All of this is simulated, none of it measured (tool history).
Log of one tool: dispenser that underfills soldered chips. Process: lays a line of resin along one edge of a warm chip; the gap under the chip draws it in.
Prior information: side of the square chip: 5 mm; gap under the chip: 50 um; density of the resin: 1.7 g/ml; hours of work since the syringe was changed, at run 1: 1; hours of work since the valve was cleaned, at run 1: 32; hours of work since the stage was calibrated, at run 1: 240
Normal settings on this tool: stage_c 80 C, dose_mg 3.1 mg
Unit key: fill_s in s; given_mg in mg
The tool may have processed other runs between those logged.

run	hour	stage_c	dose_mg	hours of work since the syringe was changed	hours of work since the valve was cleaned	hours of work since the stage was calibrated	fill_s	given_mg
1	0	80	3.1	1	32	240	37.8	3.07
2	8.3	80	3.1	6	37	245	53	3.04
# hour 10.7: new syringe of resin
3	17.5	67	3.1	5	43	251	91.2	3.04
# hour 23.7: new syringe of resin
4	33	83	3.1	6	53	262	44.5	3
# hour 35.8: new syringe of resin
5	41.3	83	3.1	4	59	267	39.8	3.04
# hour 48.1: new syringe of resin
6	52.1	83	3.1	3	66	274	37.4	3
# hour 60.3: new syringe of resin
7	60.8	83	3.1	0	71	280	32.6	2.98
8	69.7	83	3.1	6	77	286	46.1	3
# hour 72.1: new syringe of resin
# hour 84.8: new syringe of resin
9	84.8	83	3.1	0	87	295	32.2	2.96
# hour 96.7: new syringe of resin
10	97.2	80	3.1	0	95	303	36.6	2.98
# hour 108.6: new syringe of resin
11	111	80	2.95	2	104	313	40.5	2.8
# hour 121.5: new syringe of resin
12	125.9	80	2.95	3	114	322	43	2.77
# hour 134.4: new syringe of resin
13	139.8	68	2.95	4	123	331	81.1	2.8
# hour 146.2: new syringe of resin
14	149	68	2.95	2	129	337	75	2.77
# hour 152.4: dispensing valve cleaned and set on the balance
# hour 159.9: new syringe of resin
15	162.4	86	3.1	2	7	345	29.5	3.09
# hour 171.8: new syringe of resin
16	172.8	86	3.1	1	13	352	27.5	3.06
17	179.8	86	3.1	5	18	357	36.5	3.06
# hour 184: new syringe of resin
18	188.8	80	3.03	3	24	363	43.8	2.98
# hour 196: new syringe of resin
19	198.4	86	2.84	2	30	369	30.2	2.8
# hour 208.7: new syringe of resin
20	208.8	80	3.1	0	37	376	35.7	3.07
# hour 220.7: new syringe of resin
21	222.7	72	3.89	1	46	385	53.8	3.79
22	231.3	70	2.89	7	52	391	87.1	2.82
# hour 232.6: new syringe of resin
23	241.8	70	2.89	6	59	398	84	2.81
# hour 244.4: new syringe of resin
24	249.6	94	3.71	4	64	403	22.3	3.63
# hour 256.9: new syringe of resin
25	256.9	94	3.71	0	68	407	18.2	3.61
26	267.6	94	3.71	7	76	414	27.8	3.61
# hour 269.1: new syringe of resin
# hour 281: new syringe of resin
27	283.6	94	3.71	2	86	425	20.1	3.56
28	292.2	93	2.8	8	92	431	31.7	2.68
# hour 294: new syringe of resin
29	299.5	93	2.8	4	96	435	24.8	2.71
# hour 306.5: new syringe of resin
30	312	65	3.1	4	104	443	92.1	2.96
# hour 318.7: new syringe of resin
# hour 321: stage's temperature calibrated
31	327.4	94	3.48	5	114	4	26.7	3.33
# hour 332.8: new syringe of resin
32	341.6	94	3.48	6	123	14	28.7	3.27
# hour 344.6: new syringe of resin
33	352.2	94	3.65	5	130	21	26.5	3.42
# hour 354.1: dispensing valve cleaned and set on the balance
# hour 358: new syringe of resin
34	361.4	78	3.84	2	5	26	45.8	3.83
35	368.3	78	3.84	7	9	30	61.8	3.8

What would each run have given without the hidden state, its run-to-run variation left as it was?
What the log doesn't record here: resin's viscosity, % of fresh resin's; dose that the valve gives, % of what is set; true chip temperature over the reading, C; drift of the gauge itself on fill_s, %; drift of the gauge itself on given_mg, %.
run	fill_s	given_mg
1	37.2	3.12
2	37.3	3.09
3	71.3	3.1
4	32.1	3.08
5	32.8	3.13
6	32.5	3.1
7	33	3.09
8	32.5	3.11
9	33	3.09
10	37.9	3.12
11	38.5	2.94
12	37.7	2.92
13	69	2.97
14	70.2	2.94
15	28.3	3.09
16	27.8	3.07
17	27.6	3.08
18	38.1	3.01
19	29.1	2.83
20	37.9	3.11
21	53.7	3.87
22	61.4	2.88
23	61.8	2.88
24	19.1	3.73
25	19.7	3.71
26	19.6	3.72
27	19.3	3.69
28	21.4	2.78
29	21	2.82
30	78.5	3.09
31	19.2	3.5
32	19.5	3.45
33	19	3.62
34	39.6	3.84
35	40.6	3.82
